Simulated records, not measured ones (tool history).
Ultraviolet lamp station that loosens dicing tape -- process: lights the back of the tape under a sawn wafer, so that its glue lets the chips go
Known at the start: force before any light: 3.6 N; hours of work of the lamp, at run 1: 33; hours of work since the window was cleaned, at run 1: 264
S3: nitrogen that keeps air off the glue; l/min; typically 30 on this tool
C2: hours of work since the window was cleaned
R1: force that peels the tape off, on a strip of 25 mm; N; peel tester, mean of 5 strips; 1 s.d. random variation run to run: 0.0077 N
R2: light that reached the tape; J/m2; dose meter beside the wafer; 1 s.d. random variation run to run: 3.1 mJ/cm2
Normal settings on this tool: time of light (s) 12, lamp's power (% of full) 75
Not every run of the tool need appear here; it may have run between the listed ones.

{"run": 1, "hour": 0.0, "time of light (s)": 12, "lamp's power (% of full)": 75, "S3": 30, "hours of work of the lamp": 33, "C2": 264, "R1": 0.351, "R2": 4150}
{"run": 2, "hour": 54.2, "time of light (s)": 12, "lamp's power (% of full)": 75, "S3": 30, "hours of work of the lamp": 71, "C2": 302, "R1": 0.36, "R2": 4110}
{"run": 3, "hour": 85.0, "time of light (s)": 12, "lamp's power (% of full)": 75, "S3": 30, "hours of work of the lamp": 93, "C2": 323, "R1": 0.379, "R2": 4100}
{"run": 4, "hour": 133.9, "time of light (s)": 12, "lamp's power (% of full)": 75, "S3": 30, "hours of work of the lamp": 127, "C2": 357, "R1": 0.397, "R2": 3980}
{"hour": 165.6, "done": "window cleaned of glue's vapour"}
{"run": 5, "hour": 174.8, "time of light (s)": 12, "lamp's power (% of full)": 75, "S3": 16, "hours of work of the lamp": 155, "C2": 6, "R1": 0.403, "R2": 4380}
{"run": 6, "hour": 211.3, "time of light (s)": 12, "lamp's power (% of full)": 75, "S3": 16, "hours of work of the lamp": 180, "C2": 32, "R1": 0.438, "R2": 4350}
{"run": 7, "hour": 246.0, "time of light (s)": 12, "lamp's power (% of full)": 75, "S3": 16, "hours of work of the lamp": 204, "C2": 56, "R1": 0.431, "R2": 4260}
{"run": 8, "hour": 285.2, "time of light (s)": 12, "lamp's power (% of full)": 75, "S3": 16, "hours of work of the lamp": 232, "C2": 83, "R1": 0.44, "R2": 4240}
{"run": 9, "hour": 331.7, "time of light (s)": 12, "lamp's power (% of full)": 75, "S3": 16, "hours of work of the lamp": 264, "C2": 116, "R1": 0.452, "R2": 4110}
{"run": 10, "hour": 359.3, "time of light (s)": 12, "lamp's power (% of full)": 75, "S3": 30, "hours of work of the lamp": 283, "C2": 135, "R1": 0.388, "R2": 4090}
{"run": 11, "hour": 416.3, "time of light (s)": 12, "lamp's power (% of full)": 75, "S3": 10, "hours of work of the lamp": 323, "C2": 175, "R1": 0.552, "R2": 3980}
{"run": 12, "hour": 477.1, "time of light (s)": 12, "lamp's power (% of full)": 60, "S3": 30, "hours of work of the lamp": 365, "C2": 217, "R1": 0.589, "R2": 3140}
{"run": 13, "hour": 514.4, "time of light (s)": 12, "lamp's power (% of full)": 75, "S3": 30, "hours of work of the lamp": 392, "C2": 243, "R1": 0.423, "R2": 3820}
{"run": 14, "hour": 574.5, "time of light (s)": 12, "lamp's power (% of full)": 75, "S3": 10, "hours of work of the lamp": 433, "C2": 285, "R1": 0.671, "R2": 3660}
{"run": 15, "hour": 628.2, "time of light (s)": 12, "lamp's power (% of full)": 75, "S3": 10, "hours of work of the lamp": 471, "C2": 323, "R1": 0.651, "R2": 3610}
{"run": 16, "hour": 657.3, "time of light (s)": 12, "lamp's power (% of full)": 75, "S3": 30, "hours of work of the lamp": 491, "C2": 343, "R1": 0.478, "R2": 3600}
{"run": 17, "hour": 694.4, "time of light (s)": 12, "lamp's power (% of full)": 75, "S3": 30, "hours of work of the lamp": 517, "C2": 369, "R1": 0.476, "R2": 3550}
{"hour": 710.0, "done": "window cleaned of glue's vapour"}
{"run": 18, "hour": 730.9, "time of light (s)": 12, "lamp's power (% of full)": 91, "S3": 30, "hours of work of the lamp": 542, "C2": 15, "R1": 0.266, "R2": 4850}
{"run": 19, "hour": 761.4, "time of light (s)": 19, "lamp's power (% of full)": 75, "S3": 30, "hours of work of the lamp": 563, "C2": 36, "R1": 0.168, "R2": 6170}
{"run": 20, "hour": 800.7, "time of light (s)": 17, "lamp's power (% of full)": 75, "S3": 30, "hours of work of the lamp": 591, "C2": 63, "R1": 0.212, "R2": 5560}
{"run": 21, "hour": 847.0, "time of light (s)": 12, "lamp's power (% of full)": 75, "S3": 30, "hours of work of the lamp": 623, "C2": 95, "R1": 0.424, "R2": 3790}
{"run": 22, "hour": 888.1, "time of light (s)": 12, "lamp's power (% of full)": 75, "S3": 30, "hours of work of the lamp": 652, "C2": 124, "R1": 0.415, "R2": 3730}
{"run": 23, "hour": 939.9, "time of light (s)": 16, "lamp's power (% of full)": 88, "S3": 14, "hours of work of the lamp": 688, "C2": 160, "R1": 0.262, "R2": 5740}
{"run": 24, "hour": 975.0, "time of light (s)": 16, "lamp's power (% of full)": 88, "S3": 14, "hours of work of the lamp": 712, "C2": 185, "R1": 0.272, "R2": 5620}
{"run": 25, "hour": 1008.5, "time of light (s)": 10, "lamp's power (% of full)": 76, "S3": 22, "hours of work of the lamp": 736, "C2": 208, "R1": 0.703, "R2": 3020}
{"run": 26, "hour": 1039.0, "time of light (s)": 22, "lamp's power (% of full)": 60, "S3": 37, "hours of work of the lamp": 757, "C2": 229, "R1": 0.224, "R2": 5170}
{"run": 27, "hour": 1097.8, "time of light (s)": 7, "lamp's power (% of full)": 74, "S3": 16, "hours of work of the lamp": 798, "C2": 270, "R1": 1.275, "R2": 1960}
{"run": 28, "hour": 1151.9, "time of light (s)": 7, "lamp's power (% of full)": 84, "S3": 16, "hours of work of the lamp": 836, "C2": 308, "R1": 1.118, "R2": 2210}
{"run": 29, "hour": 1195.2, "time of light (s)": 21, "lamp's power (% of full)": 84, "S3": 51, "hours of work of the lamp": 866, "C2": 338, "R1": 0.163, "R2": 6440}
{"run": 30, "hour": 1237.0, "time of light (s)": 21, "lamp's power (% of full)": 69, "S3": 49, "hours of work of the lamp": 895, "C2": 367, "R1": 0.198, "R2": 5160}
{"hour": 1256.1, "done": "window cleaned of glue's vapour"}
{"run": 31, "hour": 1273.8, "time of light (s)": 18, "lamp's power (% of full)": 69, "S3": 12, "hours of work of the lamp": 920, "C2": 12, "R1": 0.37, "R2": 4890}
{"run": 32, "hour": 1316.1, "time of light (s)": 7, "lamp's power (% of full)": 69, "S3": 12, "hours of work of the lamp": 950, "C2": 42, "R1": 1.358, "R2": 1870}
{"run": 33, "hour": 1350.2, "time of light (s)": 18, "lamp's power (% of full)": 75, "S3": 14, "hours of work of the lamp": 974, "C2": 66, "R1": 0.32, "R2": 5170}
{"run": 34, "hour": 1392.1, "time of light (s)": 10, "lamp's power (% of full)": 73, "S3": 35, "hours of work of the lamp": 1003, "C2": 95, "R1": 0.677, "R2": 2690}
{"run": 35, "hour": 1436.1, "time of light (s)": 10, "lamp's power (% of full)": 73, "S3": 35, "hours of work of the lamp": 1033, "C2": 126, "R1": 0.735, "R2": 2670}
{"run": 36, "hour": 1464.3, "time of light (s)": 21, "lamp's power (% of full)": 74, "S3": 26, "hours of work of the lamp": 1053, "C2": 145, "R1": 0.206, "R2": 5650}
{"run": 37, "hour": 1505.3, "time of light (s)": 20, "lamp's power (% of full)": 64, "S3": 30, "hours of work of the lamp": 1082, "C2": 174, "R1": 0.3, "R2": 4610}
{"run": 38, "hour": 1531.3, "time of light (s)": 11, "lamp's power (% of full)": 91, "S3": 10, "hours of work of the lamp": 1100, "C2": 192, "R1": 0.692, "R2": 3520}
{"run": 39, "hour": 1563.4, "time of light (s)": 11, "lamp's power (% of full)": 91, "S3": 10, "hours of work of the lamp": 1122, "C2": 214, "R1": 0.736, "R2": 3460}
{"run": 40, "hour": 1620.3, "time of light (s)": 6, "lamp's power (% of full)": 97, "S3": 30, "hours of work of the lamp": 1162, "C2": 254, "R1": 1.101, "R2": 1940}
{"run": 41, "hour": 1666.8, "time of light (s)": 12, "lamp's power (% of full)": 74, "S3": 30, "hours of work of the lamp": 1194, "C2": 286, "R1": 0.664, "R2": 2970}
{"run": 42, "hour": 1720.3, "time of light (s)": 13, "lamp's power (% of full)": 60, "S3": 30, "hours of work of the lamp": 1232, "C2": 324, "R1": 0.846, "R2": 2530}
{"run": 43, "hour": 1746.5, "time of light (s)": 13, "lamp's power (% of full)": 60, "S3": 30, "hours of work of the lamp": 1250, "C2": 342, "R1": 0.797, "R2": 2470}
{"run": 44, "hour": 1791.0, "time of light (s)": 13, "lamp's power (% of full)": 60, "S3": 30, "hours of work of the lamp": 1281, "C2": 373, "R1": 0.829, "R2": 2450}

Below, some changes in R1 between adjacent runs. For each, the amount present without the hidden state too (settings, incoming material, random variation) and the amount remaining for the hidden state with gauge scatter not shared by both compared results:
The hidden state here: lamp's light, % of a new lamp's; light that the window lets through, % of a clean one's; drift of the gauge itself on peel_n, %; drift of the gauge itself on dose_mj_cm2, %.
Run 26 -> 27: time of light (s) 22 -> 7, lamp's power (% of full) 60 -> 74, S3 37 -> 16. R1 +1.051 N: hidden state +0.307, all else +0.744.
Run 28 -> 29: time of light (s) 7 -> 21, S3 16 -> 51. R1 -0.955 N: hidden state -0.356, all else -0.599.
Run 31 -> 32: time of light (s) 18 -> 7. R1 +0.988 N: hidden state +0.208, all else +0.78.
Run 32 -> 33: time of light (s) 7 -> 18, lamp's power (% of full) 69 -> 75, S3 12 -> 14. R1 -1.038 N: hidden state -0.221, all else -0.817.
Run 35 -> 36: time of light (s) 10 -> 21, lamp's power (% of full) 73 -> 74, S3 35 -> 26. R1 -0.529 N: hidden state -0.238, all else -0.291.

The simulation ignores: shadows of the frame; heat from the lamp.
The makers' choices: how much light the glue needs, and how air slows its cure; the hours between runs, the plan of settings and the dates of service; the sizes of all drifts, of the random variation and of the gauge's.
